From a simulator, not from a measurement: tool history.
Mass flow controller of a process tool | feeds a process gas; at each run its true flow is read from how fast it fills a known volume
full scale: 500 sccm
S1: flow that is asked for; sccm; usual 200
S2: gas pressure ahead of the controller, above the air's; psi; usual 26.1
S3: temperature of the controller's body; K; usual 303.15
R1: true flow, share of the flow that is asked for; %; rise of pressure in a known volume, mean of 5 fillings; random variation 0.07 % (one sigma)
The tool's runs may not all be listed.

run      day   S1    S2      S3     R1
  1    0.000  200  26.1  303.15  95.98
  2    9.271  200  26.1  307.15  96.14
  3   13.788  200  26.1  297.15  95.33
  4   18.871  200  26.1  297.15  95.44
  5   28.246  200  26.1  300.15  95.35
  6   36.408  200  26.1  300.15  95.33
  7   44.933   88  26.1  303.15  93.15
  8   50.700   88  26.1  303.15  93.20
  9   57.242  200  26.1  303.15  95.44
 10   64.358  200  26.1  303.15  95.42
 11   68.717  200  26.1  303.15  95.33
 12   75.396  200  26.1  305.15  95.32
 13   83.475  249  26.1  303.15  95.63
 14   91.550  249  26.1  303.15  95.57
 15   96.650  200  30.5  303.15  95.09
 16  102.333  200  30.5  303.15  95.11
 17  109.308  200  30.5  303.15  94.98
 18  115.625  200  30.5  303.15  94.91
 19  123.100  200  30.5  303.15  94.88
 20  129.779  200  30.5  303.15  94.77
 21  133.675  200  26.1  303.15  94.62
 22  142.346  200  21.2  303.15  94.40
 23  149.304  180  26.1  303.15  94.11
 24  155.875  180  26.1  303.15  94.11
 25  163.517  180  38.3  303.15  94.29
     164.342  -- controller's zero set anew
 26  172.942  460  38.3  305.15  96.66
 27  181.996  460  38.3  305.15  96.52
 28  189.733  436  26.1  307.15  96.24
 29  196.308  497  21.3  294.15  95.67
     202.888  -- controller's zero set anew, once more
 30  203.188   54  26.1  295.15  94.27
 31  209.671   54  26.1  295.15  94.21
 32  217.558   54  26.1  295.15  93.99
 33  225.446   54  26.1  295.15  93.79
 34  234.850   50  40.0  310.15  94.93
 35  240.662   50  40.0  310.15  94.80
 36  246.225  200  36.0  310.15  96.21
 37  251.050  200  36.0  310.15  96.11
 38  255.050  200  36.0  310.15  96.03
 39  263.467  206  23.6  310.15  95.68
 40  268.375  206  23.6  310.15  95.67
 41  272.992  206  23.6  310.15  95.77
 42  278.712  128  21.8  305.15  94.65
 43  284.825  284  21.8  296.15  95.08
 44  290.229  190  21.5  300.15  94.53
 45  294.017  233  21.5  300.15  94.98
 46  302.067   65  20.7  294.15  92.44
 47  309.017  444  32.8  311.15  97.14

4 ways to go on from here, each from the tool as it stands after run 47. What would each give?
  A  318.083  444  25.4  301.15   ?
  B  318.083  284  26.1  303.15   ?
  C  318.083  393  24.8  311.15   ?
  D  318.083  444  32.8  304.15   ?

run     R1
  A  96.20
  B  95.28
  C  96.61
  D  96.38
Without the tool's hidden state the same runs would have given:
run      R1
  A   99.91
  B   99.13
  C  100.36
  D  100.10
